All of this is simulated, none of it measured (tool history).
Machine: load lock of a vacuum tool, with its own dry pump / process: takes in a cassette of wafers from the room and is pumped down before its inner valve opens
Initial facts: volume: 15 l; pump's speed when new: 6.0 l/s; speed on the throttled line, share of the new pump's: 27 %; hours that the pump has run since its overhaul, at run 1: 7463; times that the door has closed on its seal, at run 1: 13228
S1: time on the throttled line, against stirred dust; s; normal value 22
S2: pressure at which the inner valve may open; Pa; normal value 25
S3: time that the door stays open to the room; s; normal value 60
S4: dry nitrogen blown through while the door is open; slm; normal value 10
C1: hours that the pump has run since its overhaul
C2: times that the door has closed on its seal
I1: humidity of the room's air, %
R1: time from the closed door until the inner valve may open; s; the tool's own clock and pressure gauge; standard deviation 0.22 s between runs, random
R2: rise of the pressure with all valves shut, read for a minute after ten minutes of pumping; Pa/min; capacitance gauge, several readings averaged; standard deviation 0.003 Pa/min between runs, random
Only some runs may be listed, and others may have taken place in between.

run	day	S1	S2	S3	S4	C1	C2	I1	R1	R2
1	0.000	22	25	60	10	7463	13228	42.8	39.7	0.120
2	2.017	22	25	39	10	7512	13417	42.7	39.4	0.109
3	4.667	22	25	225	10	7575	13665	44.0	39.6	0.194
4	6.546	22	25	225	10	7620	13840	42.0	39.6	0.193
5	8.242	22	25	225	10	7661	13999	46.1	39.6	0.209
6	10.608	16	25	60	10	7718	14221	44.5	35.5	0.129
7	14.104	16	25	60	6	7802	14548	45.8	35.5	0.134
8	16.283	16	25	60	6	7854	14751	48.3	35.7	0.143
9	20.183	22	25	60	10	7948	15116	41.5	39.6	0.132
10	22.950	22	25	61	10	8014	15375	45.1	39.8	0.139
11	24.771	22	20	61	10	8058	15545	47.2	40.1	0.138
12	26.908	22	20	61	10	8109	15745	44.0	40.2	0.137
13	29.762	37	25	36	10	8178	16012	44.8	50.0	0.125
14	32.512	37	25	36	35	8244	16270	46.1	50.5	0.120
15	34.921	37	25	36	35	8301	16495	45.5	50.2	0.122
16	36.683	14	25	186	10	8344	16660	47.9	34.1	0.212
17	40.200	14	25	186	10	8428	16989	45.4	34.7	0.210
18	44.254	22	18	60	25	8525	17368	48.9	40.9	0.142
19	46.312	22	18	60	25	8575	17561	45.4	40.8	0.147
20	49.779	22	25	92	10	8658	17885	44.8	39.6	0.169
21	53.754	21	42	92	6	8753	18256	41.9	37.6	0.176
22	57.779	33	38	175	9	8850	18633	45.1	46.3	0.222
23	59.462	33	38	175	9	8890	18790	41.2	45.8	0.210
24	62.121	33	38	175	9	8954	19039	47.6	46.3	0.235

Same runs, no hidden state in the tool, same run-to-run variation:
Hidden state at play: pump's speed, % of a new pump's; leak at the door's seal, Pa l/s; drift of the gauge itself on ready_s, %; drift of the gauge itself on rise_pa_min, %.
run	R1	R2
1	37.3	0.055
2	36.9	0.042
3	37.1	0.126
4	37.1	0.122
5	37.1	0.139
6	32.8	0.056
7	32.7	0.060
8	32.9	0.068
9	37.0	0.054
10	37.2	0.059
11	37.4	0.058
12	37.4	0.055
13	48.1	0.041
14	48.5	0.033
15	48.2	0.034
16	31.0	0.122
17	31.5	0.117
18	38.0	0.046
19	37.8	0.049
20	36.8	0.069
21	35.0	0.073
22	44.1	0.116
23	43.7	0.102
24	44.2	0.125
